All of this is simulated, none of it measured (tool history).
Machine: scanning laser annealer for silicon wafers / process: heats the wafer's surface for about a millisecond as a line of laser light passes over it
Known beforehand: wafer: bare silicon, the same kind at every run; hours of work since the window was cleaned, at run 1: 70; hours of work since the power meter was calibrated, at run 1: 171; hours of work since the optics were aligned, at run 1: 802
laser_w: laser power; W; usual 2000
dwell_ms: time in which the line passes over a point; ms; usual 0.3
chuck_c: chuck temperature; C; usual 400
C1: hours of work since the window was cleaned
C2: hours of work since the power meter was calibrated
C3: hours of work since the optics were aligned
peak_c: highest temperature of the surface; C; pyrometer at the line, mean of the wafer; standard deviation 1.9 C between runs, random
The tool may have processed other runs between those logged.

{"run": 1, "day": 0.0, "laser_w": 2000, "dwell_ms": 0.3, "chuck_c": 400, "C1": 70, "C2": 171, "C3": 802, "peak_c": 1128}
{"run": 2, "day": 2.792, "laser_w": 2099, "dwell_ms": 0.3, "chuck_c": 400, "C1": 113, "C2": 214, "C3": 845, "peak_c": 1166}
{"run": 3, "day": 5.408, "laser_w": 1726, "dwell_ms": 0.3, "chuck_c": 400, "C1": 154, "C2": 255, "C3": 885, "peak_c": 1000}
{"run": 4, "day": 8.338, "laser_w": 1726, "dwell_ms": 0.3, "chuck_c": 400, "C1": 199, "C2": 300, "C3": 931, "peak_c": 999}
{"run": 5, "day": 10.183, "laser_w": 2000, "dwell_ms": 0.3, "chuck_c": 400, "C1": 227, "C2": 328, "C3": 959, "peak_c": 1109}
{"day": 13.125, "done": "optics aligned, line set to its width"}
{"run": 6, "day": 13.158, "laser_w": 2000, "dwell_ms": 0.3, "chuck_c": 419, "C1": 270, "C2": 371, "C3": 0, "peak_c": 1123}
{"run": 7, "day": 14.575, "laser_w": 2000, "dwell_ms": 0.226, "chuck_c": 419, "C1": 292, "C2": 393, "C3": 22, "peak_c": 1022}
{"run": 8, "day": 17.842, "laser_w": 2000, "dwell_ms": 0.3, "chuck_c": 400, "C1": 342, "C2": 443, "C3": 73, "peak_c": 1097}
{"run": 9, "day": 20.592, "laser_w": 2000, "dwell_ms": 0.3, "chuck_c": 400, "C1": 384, "C2": 485, "C3": 115, "peak_c": 1092}
{"run": 10, "day": 23.133, "laser_w": 2000, "dwell_ms": 0.3, "chuck_c": 400, "C1": 424, "C2": 525, "C3": 154, "peak_c": 1088}
{"day": 25.108, "done": "optics aligned, line set to its width, once more"}
{"run": 11, "day": 26.225, "laser_w": 2000, "dwell_ms": 0.3, "chuck_c": 400, "C1": 468, "C2": 569, "C3": 17, "peak_c": 1091}
{"run": 12, "day": 28.492, "laser_w": 2000, "dwell_ms": 0.3, "chuck_c": 400, "C1": 503, "C2": 604, "C3": 52, "peak_c": 1091}
{"day": 30.533, "done": "window over the wafer cleaned"}
{"run": 13, "day": 31.208, "laser_w": 1815, "dwell_ms": 0.3, "chuck_c": 400, "C1": 10, "C2": 644, "C3": 93, "peak_c": 1054}
{"run": 14, "day": 33.142, "laser_w": 1815, "dwell_ms": 0.215, "chuck_c": 400, "C1": 40, "C2": 674, "C3": 122, "peak_c": 942}
{"run": 15, "day": 35.679, "laser_w": 1815, "dwell_ms": 0.215, "chuck_c": 400, "C1": 79, "C2": 713, "C3": 162, "peak_c": 942}
{"run": 16, "day": 38.117, "laser_w": 1815, "dwell_ms": 0.215, "chuck_c": 400, "C1": 117, "C2": 751, "C3": 199, "peak_c": 935}
{"run": 17, "day": 40.4, "laser_w": 2000, "dwell_ms": 0.3, "chuck_c": 435, "C1": 152, "C2": 786, "C3": 234, "peak_c": 1157}
{"run": 18, "day": 42.467, "laser_w": 2000, "dwell_ms": 0.3, "chuck_c": 435, "C1": 184, "C2": 818, "C3": 266, "peak_c": 1153}
{"run": 19, "day": 44.812, "laser_w": 1735, "dwell_ms": 0.264, "chuck_c": 435, "C1": 220, "C2": 854, "C3": 302, "peak_c": 992}
{"run": 20, "day": 47.246, "laser_w": 1735, "dwell_ms": 0.252, "chuck_c": 384, "C1": 258, "C2": 892, "C3": 340, "peak_c": 928}
{"run": 21, "day": 50.562, "laser_w": 1735, "dwell_ms": 0.29, "chuck_c": 419, "C1": 309, "C2": 943, "C3": 391, "peak_c": 1000}
{"run": 22, "day": 53.921, "laser_w": 1735, "dwell_ms": 0.29, "chuck_c": 419, "C1": 360, "C2": 995, "C3": 443, "peak_c": 995}
{"run": 23, "day": 56.662, "laser_w": 1997, "dwell_ms": 0.29, "chuck_c": 428, "C1": 403, "C2": 1037, "C3": 485, "peak_c": 1109}
{"run": 24, "day": 59.992, "laser_w": 1997, "dwell_ms": 0.29, "chuck_c": 428, "C1": 454, "C2": 1088, "C3": 536, "peak_c": 1102}
{"run": 25, "day": 61.708, "laser_w": 2000, "dwell_ms": 0.232, "chuck_c": 406, "C1": 480, "C2": 1115, "C3": 563, "peak_c": 999}
{"run": 26, "day": 63.838, "laser_w": 2180, "dwell_ms": 0.324, "chuck_c": 406, "C1": 513, "C2": 1147, "C3": 596, "peak_c": 1197}
{"day": 65.292, "done": "window over the wafer cleaned"}
{"run": 27, "day": 65.954, "laser_w": 1967, "dwell_ms": 0.3, "chuck_c": 400, "C1": 10, "C2": 1179, "C3": 627, "peak_c": 1112}
{"run": 28, "day": 67.671, "laser_w": 1967, "dwell_ms": 0.3, "chuck_c": 400, "C1": 37, "C2": 1205, "C3": 653, "peak_c": 1107}
{"run": 29, "day": 70.192, "laser_w": 1978, "dwell_ms": 0.312, "chuck_c": 362, "C1": 76, "C2": 1244, "C3": 692, "peak_c": 1084}
{"run": 30, "day": 72.238, "laser_w": 2194, "dwell_ms": 0.312, "chuck_c": 390, "C1": 107, "C2": 1275, "C3": 724, "peak_c": 1202}
{"run": 31, "day": 75.658, "laser_w": 2000, "dwell_ms": 0.271, "chuck_c": 416, "C1": 160, "C2": 1328, "C3": 776, "peak_c": 1085}
{"run": 32, "day": 78.346, "laser_w": 1860, "dwell_ms": 0.288, "chuck_c": 374, "C1": 201, "C2": 1370, "C3": 818, "peak_c": 1005}
{"run": 33, "day": 80.783, "laser_w": 2181, "dwell_ms": 0.243, "chuck_c": 405, "C1": 239, "C2": 1407, "C3": 855, "peak_c": 1098}
{"run": 34, "day": 82.892, "laser_w": 2000, "dwell_ms": 0.3, "chuck_c": 401, "C1": 271, "C2": 1440, "C3": 888, "peak_c": 1096}
{"run": 35, "day": 84.338, "laser_w": 2000, "dwell_ms": 0.3, "chuck_c": 401, "C1": 294, "C2": 1462, "C3": 910, "peak_c": 1095}
{"run": 36, "day": 87.292, "laser_w": 1812, "dwell_ms": 0.361, "chuck_c": 382, "C1": 339, "C2": 1507, "C3": 956, "peak_c": 1063}

Consider 3 possible next runs. They are alternatives, not a sequence: every one starts from the tool as it was left by run 36. What does each give?
{"run": "A", "day": 89.283, "laser_w": 1812, "dwell_ms": 0.361, "chuck_c": 437, "C1": 370, "C2": 1538, "C3": 986, "peak_c": "?"}
{"run": "B", "day": 89.283, "laser_w": 1906, "dwell_ms": 0.249, "chuck_c": 366, "C1": 370, "C2": 1538, "C3": 986, "peak_c": "?"}
{"run": "C", "day": 89.283, "laser_w": 1742, "dwell_ms": 0.229, "chuck_c": 388, "C1": 370, "C2": 1538, "C3": 986, "peak_c": "?"}

run=A peak_c=1111
run=B peak_c=952
run=C peak_c=887
With the hidden condition removed and each run's random variation left untouched, the same runs would have given:
run=A peak_c=1170
run=B peak_c=1003
run=C peak_c=931
